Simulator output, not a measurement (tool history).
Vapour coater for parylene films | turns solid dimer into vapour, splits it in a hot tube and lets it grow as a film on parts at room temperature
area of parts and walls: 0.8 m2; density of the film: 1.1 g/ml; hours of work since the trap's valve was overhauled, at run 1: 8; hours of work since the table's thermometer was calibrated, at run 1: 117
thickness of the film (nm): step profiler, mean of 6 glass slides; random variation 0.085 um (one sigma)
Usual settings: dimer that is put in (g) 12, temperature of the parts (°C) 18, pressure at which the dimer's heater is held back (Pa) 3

run	hour	dimer that is put in (g)	temperature of the parts (°C)	pressure at which the dimer's heater is held back (Pa)	hours of work since the trap's valve was overhauled	hours of work since the table's thermometer was calibrated	thickness of the film (nm)
1	0	12	18	3	8	117	10270
2	20.9	12	18	3	26	135	10210
3	40.3	12	18	3	42	152	10290
4	58.3	12	18	3.58	58	167	9860
5	80.1	12	18	3.58	76	186	9890
6	99.9	12	17	3	93	203	10630
7	125.5	6	18	3	115	225	5000
8	156.4	12	18	9.24	142	251	8520
9	177.6	12	18	9.24	160	269	8260
10	217.6	12	18	9.24	194	304	8320
11	247.3	12	17	9.24	220	329	8700
12	287.9	12	17	2.72	255	364	10600
13	324.4	12	17	2.72	286	395	10580
14	358.1	12	17	2.72	315	424	10430
15	374.7	12	18	3	329	438	9880
16	408.2	12	17	3	358	467	10280
17	446.2	16	18	2.44	390	500	13410
18	476.8	16	18	2.44	416	526	13180
19	509.5	14	19	2.44	445	554	11160
20	534.2	14	19	2.44	466	575	11050
21	570.1	8	17	5.39	496	606	6070
22	607	12	22	3	528	637	7850
23	634.4	12	22	3	552	661	7900
24	652.4	6	11	3	567	676	6040
25	681	6	11	3	591	701	6100
26	717.5	5	16	3.54	623	732	4160
# hour 744.9: trap's valve overhauled
27	757.2	5	16	3.54	11	763	4590
28	786.1	9	18	3	35	788	7850
29	809.4	7	18	2.94	55	808	6110

5 ways to go on from here, each from the tool as it stands after run 29. What would each give?
A	839.1	6	18	2.94	81	833	?
B	839.1	7	28	2.97	81	833	?
C	839.1	7	18	2.79	81	833	?
D	839.1	9	18	5.03	81	833	?
E	839.1	12	26	3	81	833	?

run	thickness of the film (nm)
A	5150
B	3790
C	6040
D	7180
E	7030
Without the tool's hidden state the same runs would have given:
run	thickness of the film (nm)
A	5160
B	3790
C	6040
D	7180
E	7040
